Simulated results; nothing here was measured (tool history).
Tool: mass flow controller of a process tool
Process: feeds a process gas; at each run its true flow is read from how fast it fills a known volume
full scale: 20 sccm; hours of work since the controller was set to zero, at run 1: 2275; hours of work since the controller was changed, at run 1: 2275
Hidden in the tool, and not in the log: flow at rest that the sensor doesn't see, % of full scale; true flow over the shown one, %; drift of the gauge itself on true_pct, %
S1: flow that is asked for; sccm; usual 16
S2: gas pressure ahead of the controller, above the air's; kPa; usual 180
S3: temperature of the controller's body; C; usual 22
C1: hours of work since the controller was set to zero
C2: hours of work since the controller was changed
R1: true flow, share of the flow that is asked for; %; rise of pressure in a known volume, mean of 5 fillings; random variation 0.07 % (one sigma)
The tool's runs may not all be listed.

run 1 day=0 | S1=16 S2=180 S3=22 | C1=2275 C2=2275 | R1=99.32
run 2 day=5.058 | S1=16 S2=180 S3=22 | C1=2343 C2=2343 | R1=99.36
run 3 day=11.95 | S1=16 S2=248 S3=22 | C1=2436 C2=2436 | R1=99.28
run 4 day=17.433 | S1=16 S2=248 S3=22 | C1=2509 C2=2509 | R1=99.29
run 5 day=21.742 | S1=16 S2=248 S3=22 | C1=2567 C2=2567 | R1=99.29
run 6 day=24.892 | S1=16 S2=240 S3=22 | C1=2610 C2=2610 | R1=99.31
run 7 day=28.2 | S1=16 S2=180 S3=23 | C1=2654 C2=2654 | R1=99.7
run 8 day=33.233 | S1=16 S2=180 S3=23 | C1=2722 C2=2722 | R1=99.73
run 9 day=36.817 | S1=16 S2=180 S3=23 | C1=2770 C2=2770 | R1=99.78
run 10 day=41.121 | S1=5 S2=180 S3=23 | C1=2828 C2=2828 | R1=98.92
run 11 day=45.021 | S1=3 S2=180 S3=22 | C1=2880 C2=2880 | R1=98.76
run 12 day=49.121 | S1=3 S2=180 S3=22 | C1=2935 C2=2935 | R1=98.74
run 13 day=53.217 | S1=3 S2=180 S3=22 | C1=2990 C2=2990 | R1=98.64
run 14 day=58.829 | S1=3 S2=180 S3=22 | C1=3065 C2=3065 | R1=98.73
run 15 day=61.792 | S1=3 S2=180 S3=22 | C1=3105 C2=3105 | R1=98.83
run 16 day=67.842 | S1=3 S2=180 S3=22 | C1=3186 C2=3186 | R1=98.84
run 17 day=70.646 | S1=3 S2=180 S3=22 | C1=3224 C2=3224 | R1=98.82
run 18 day=73.592 | S1=16 S2=140 S3=22 | C1=3264 C2=3264 | R1=100.1
run 19 day=79.408 | S1=16 S2=140 S3=22 | C1=3342 C2=3342 | R1=100.02
run 20 day=85.875 | S1=16 S2=213 S3=22 | C1=3429 C2=3429 | R1=99.9
run 21 day=91.796 | S1=16 S2=213 S3=22 | C1=3508 C2=3508 | R1=99.93
run 22 day=96.508 | S1=16 S2=213 S3=22 | C1=3571 C2=3571 | R1=99.96
run 23 day=101.671 | S1=16 S2=213 S3=22 | C1=3641 C2=3641 | R1=100.04
run 24 day=107.771 | S1=16 S2=213 S3=22 | C1=3723 C2=3723 | R1=100.02
run 25 day=114.488 | S1=3 S2=238 S3=22 | C1=3813 C2=3813 | R1=98.93
run 26 day=119.758 | S1=3 S2=154 S3=28 | C1=3884 C2=3884 | R1=99.98
run 27 day=123.496 | S1=3 S2=223 S3=36 | C1=3934 C2=3934 | R1=100.74
run 28 day=129.842 | S1=12 S2=181 S3=22 | C1=4019 C2=4019 | R1=99.86
run 29 day=135.629 | S1=5 S2=201 S3=40 | C1=4097 C2=4097 | R1=101.52
run 30 day=141.829 | S1=5 S2=201 S3=40 | C1=4180 C2=4180 | R1=101.54
run 31 day=147.438 | S1=5 S2=201 S3=40 | C1=4255 C2=4255 | R1=101.47
run 32 day=152.717 | S1=5 S2=201 S3=40 | C1=4326 C2=4326 | R1=101.71
run 33 day=158.108 | S1=2 S2=213 S3=37 | C1=4399 C2=4399 | R1=101.04
-- day=163.654 gauge calibrated
run 34 day=164.854 | S1=20 S2=144 S3=25 | C1=4489 C2=4489 | R1=100.2
run 35 day=169.858 | S1=2 S2=141 S3=33 | C1=4557 C2=4557 | R1=99.63
run 36 day=172.958 | S1=8 S2=232 S3=33 | C1=4598 C2=4598 | R1=100
run 37 day=176.217 | S1=16 S2=215 S3=22 | C1=4642 C2=4642 | R1=99.48
run 38 day=181.671 | S1=16 S2=144 S3=25 | C1=4715 C2=4715 | R1=99.99
run 39 day=187.175 | S1=16 S2=144 S3=25 | C1=4789 C2=4789 | R1=100.01
run 40 day=191.421 | S1=16 S2=144 S3=25 | C1=4846 C2=4846 | R1=99.88
run 41 day=198.242 | S1=4 S2=168 S3=23 | C1=4938 C2=4938 | R1=98.88
run 42 day=201.279 | S1=4 S2=168 S3=33 | C1=4979 C2=4979 | R1=100.1
run 43 day=204.588 | S1=16 S2=180 S3=32 | C1=5023 C2=5023 | R1=100.79
run 44 day=211.004 | S1=16 S2=180 S3=32 | C1=5109 C2=5109 | R1=100.83
run 45 day=216.35 | S1=6 S2=180 S3=22 | C1=5181 C2=5181 | R1=98.98
run 46 day=223.208 | S1=3 S2=248 S3=35 | C1=5273 C2=5273 | R1=100.09
run 47 day=227.5 | S1=2 S2=180 S3=28 | C1=5331 C2=5331 | R1=99.4

3 ways to go on from here, each from the tool as it stands after run 47. What would each give?
run A day=230.633 | S1=2 S2=272 S3=28 | C1=5373 C2=5373 | R1=?
run B day=230.633 | S1=2 S2=241 S3=28 | C1=5373 C2=5373 | R1=?
run C day=230.633 | S1=7 S2=180 S3=22 | C1=5373 C2=5373 | R1=?

run=A R1=99.18
run=B R1=99.29
run=C R1=99.28
Without the tool's hidden state the same runs would have given:
run=A R1=98.71
run=B R1=98.82
run=C R1=98.83
